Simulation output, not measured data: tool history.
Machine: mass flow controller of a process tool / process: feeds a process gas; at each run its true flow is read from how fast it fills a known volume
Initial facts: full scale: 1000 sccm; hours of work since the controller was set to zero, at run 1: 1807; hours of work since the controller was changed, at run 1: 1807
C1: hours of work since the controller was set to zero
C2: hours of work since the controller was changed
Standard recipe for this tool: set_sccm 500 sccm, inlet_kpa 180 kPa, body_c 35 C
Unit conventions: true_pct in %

run 1 hour=0 | set_sccm=500 inlet_kpa=180 body_c=35 | C1=1807 C2=1807 | true_pct=97.64
run 2 hour=157.5 | set_sccm=500 inlet_kpa=180 body_c=35 | C1=1883 C2=1883 | true_pct=97.76
run 3 hour=251.4 | set_sccm=500 inlet_kpa=180 body_c=35 | C1=1929 C2=1929 | true_pct=97.73
run 4 hour=361.1 | set_sccm=303 inlet_kpa=180 body_c=35 | C1=1982 C2=1982 | true_pct=97.72
run 5 hour=514.2 | set_sccm=500 inlet_kpa=180 body_c=21 | C1=2056 C2=2056 | true_pct=99.22
-- hour=523.4 controller's zero set anew
run 6 hour=608.1 | set_sccm=500 inlet_kpa=180 body_c=38 | C1=41 C2=2101 | true_pct=97.78
run 7 hour=715.2 | set_sccm=500 inlet_kpa=180 body_c=38 | C1=93 C2=2153 | true_pct=97.5
-- hour=804.8 controller's zero set anew, once more
run 8 hour=888.5 | set_sccm=296 inlet_kpa=246 body_c=38 | C1=40 C2=2237 | true_pct=96.01
run 9 hour=1067.6 | set_sccm=296 inlet_kpa=246 body_c=38 | C1=127 C2=2323 | true_pct=96.11
run 10 hour=1153.1 | set_sccm=221 inlet_kpa=180 body_c=31 | C1=168 C2=2364 | true_pct=97.07
run 11 hour=1245.9 | set_sccm=500 inlet_kpa=184 body_c=21 | C1=213 C2=2409 | true_pct=98.47

Take each entry between the runs: how does the hidden state at the last listed run before it differ from the hidden state at the first listed run after it?
From run 5 to run 6: controller's zero set anew (hour 523.4)
  flow at rest that the sensor doesn't see, % of full scale: 0.289 -> 0.466; true flow over the shown one, %: -0.74 -> -0.75
  measured result minus the result with no hidden state, true_pct: -0.16 -> +0.18 %
From run 7 to run 8: controller's zero set anew, once more (hour 804.8)
  flow at rest that the sensor doesn't see, % of full scale: 0.473 -> 0.052; true flow over the shown one, %: -0.77 -> -0.79
  measured result minus the result with no hidden state, true_pct: +0.18 -> -0.62 %

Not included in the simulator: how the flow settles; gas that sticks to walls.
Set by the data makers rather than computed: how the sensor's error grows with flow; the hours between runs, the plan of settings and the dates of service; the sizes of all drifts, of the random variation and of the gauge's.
